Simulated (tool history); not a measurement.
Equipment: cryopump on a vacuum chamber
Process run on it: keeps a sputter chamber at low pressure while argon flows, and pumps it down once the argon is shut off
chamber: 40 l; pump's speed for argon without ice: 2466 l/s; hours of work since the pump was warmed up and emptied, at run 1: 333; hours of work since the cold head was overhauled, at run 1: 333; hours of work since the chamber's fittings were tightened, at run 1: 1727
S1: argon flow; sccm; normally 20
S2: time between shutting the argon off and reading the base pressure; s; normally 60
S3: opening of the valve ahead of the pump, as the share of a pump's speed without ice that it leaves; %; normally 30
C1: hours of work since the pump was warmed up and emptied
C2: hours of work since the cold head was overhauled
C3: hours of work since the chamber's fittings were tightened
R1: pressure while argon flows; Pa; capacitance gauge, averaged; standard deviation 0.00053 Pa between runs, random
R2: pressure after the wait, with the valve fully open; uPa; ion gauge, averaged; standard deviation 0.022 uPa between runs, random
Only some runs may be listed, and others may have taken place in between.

run	hour	S1	S2	S3	C1	C2	C3	R1	R2
1	0	20	60	30	333	333	1727	0.0475	2.02
2	15.4	9	60	30	344	344	1738	0.0212	1.97
3	25.9	20	60	30	351	351	1745	0.0484	2
4	40.3	20	60	49	361	361	1755	0.0305	2.04
5	55	20	245	30	371	371	1765	0.0491	1.71
6	69.2	20	245	30	381	381	1775	0.0479	1.71
7	78.3	20	60	30	388	388	1782	0.0487	2.11
8	96.4	20	60	29	400	400	1794	0.0497	1.99
9	116.6	18	236	29	414	414	1808	0.0449	1.81
10	135.8	18	236	46	428	428	1822	0.0302	1.76
11	153.3	9	112	33	440	440	1834	0.0202	2
12	167.7	11	45	33	450	450	1844	0.0248	2.26
# hour 174.2: leaking fittings of the chamber tightened, without venting
13	180.1	11	45	33	457	457	4	0.0245	0.72
14	191.5	14	37	30	465	465	12	0.0352	0.88
15	201.3	14	37	30	472	472	19	0.033	0.86

5 options for the next run, each taken on its own from the tool as it stands now. Forecast them:
A	221.4	16	50	22	486	486	33	?	?
B	221.4	28	283	46	486	486	33	?	?
C	221.4	13	67	30	486	486	33	?	?
D	221.4	21	60	30	486	486	33	?	?
E	221.4	19	38	46	486	486	33	?	?

run	R1	R2
A	0.0533	0.69
B	0.0457	0.28
C	0.0321	0.59
D	0.0516	0.66
E	0.0314	0.88
What these runs would have given with no unlogged condition in the tool:
run	R1	R2
A	0.0508	0.6
B	0.0412	0.2
C	0.03	0.51
D	0.0483	0.57
E	0.0284	0.79
